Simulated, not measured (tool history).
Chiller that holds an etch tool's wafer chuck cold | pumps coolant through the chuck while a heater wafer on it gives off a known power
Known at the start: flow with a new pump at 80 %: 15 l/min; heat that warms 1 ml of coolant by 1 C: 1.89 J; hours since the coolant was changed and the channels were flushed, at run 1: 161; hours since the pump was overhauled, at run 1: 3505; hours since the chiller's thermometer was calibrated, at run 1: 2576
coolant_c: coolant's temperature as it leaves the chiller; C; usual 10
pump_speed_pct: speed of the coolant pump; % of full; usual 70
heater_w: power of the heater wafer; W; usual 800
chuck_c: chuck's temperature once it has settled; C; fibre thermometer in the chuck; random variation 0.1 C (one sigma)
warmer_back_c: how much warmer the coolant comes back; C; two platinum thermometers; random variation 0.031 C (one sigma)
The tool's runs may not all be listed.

run     day  coolant_c  pump_speed_pct  heater_w  hours since the coolant was changed and the channels were flushed  hours since the pump was overhauled  hours since the chiller's thermometer was calibrated  chuck_c  warmer_back_c
  1   0.000         10              70       800                                                                161                                 3505                                                  2576     20.2           1.93
  2   1.892         10              70       800                                                                206                                 3550                                                  2622     20.0           1.95
  3   5.483         10              70       800                                                                293                                 3637                                                  2708     20.2           1.97
  4   8.008         10              83       800                                                                353                                 3697                                                  2769     19.0           1.61
  5  10.612         10              83       800                                                                416                                 3760                                                  2831     18.9           1.67
  6  14.958         10              83       800                                                                520                                 3864                                                  2935     18.9           1.65
  7  18.112         10              83       800                                                                596                                 3940                                                  3011     18.8           1.65
  8  21.933         10              70       547                                                                687                                 4031                                                  3103     16.9           1.37
  9  25.942         10              70       547                                                                784                                 4128                                                  3199     16.9           1.32
 10  30.258         10              70       800                                                                887                                 4231                                                  3303     20.1           1.93
 11  33.704         10              70       800                                                                970                                 4314                                                  3385     20.2           1.96
 12  37.121         10              70       800                                                               1052                                 4396                                                  3467     20.0           1.98
 13  39.933         10              70       800                                                               1119                                 4463                                                  3535     20.2           2.03
 14  44.233         10              90       800                                                               1223                                 4567                                                  3638     18.3           1.60
 15  47.042         10              90       800                                                               1290                                 4634                                                  3705     18.3           1.58
 16  50.567         10              70       800                                                               1375                                 4719                                                  3790     20.2           1.99
 17  53.062          8              71       800                                                               1435                                 4778                                                  3850     18.0           2.03
 18  55.588          8              84       502                                                               1495                                 4839                                                  3911     13.5           1.08
 19  57.567          8              84       502                                                               1543                                 4887                                                  3958     13.6           1.06
 20  59.633         10              70       830                                                               1592                                 4936                                                  4008     20.6           2.09
 21  62.125          5              99       806                                                               1652                                 4996                                                  4068     12.7           1.49
     64.646  -- chiller's thermometer calibrated
 22  64.646         10              90      1029                                                               1711                                 5055                                                     0     20.7           2.05
 23  68.225         10              77      1064                                                               1797                                 5141                                                    86     22.7           2.46
 24  72.212          7              69       665                                                               1893                                 5237                                                   182     15.4           1.76
 25  75.408          9              61       519                                                               1970                                 5314                                                   258     16.3           1.53

Run 26 comes next. What will it give?
 26  79.675         10              97       930                                                               2072                                 5416                                                   361        ?              ?

Run 26 gave chuck_c 19.1 C, warmer_back_c 1.76 C.
Without the tool's hidden state the same run would have given chuck_c 19.1 C, warmer_back_c 1.63 C.
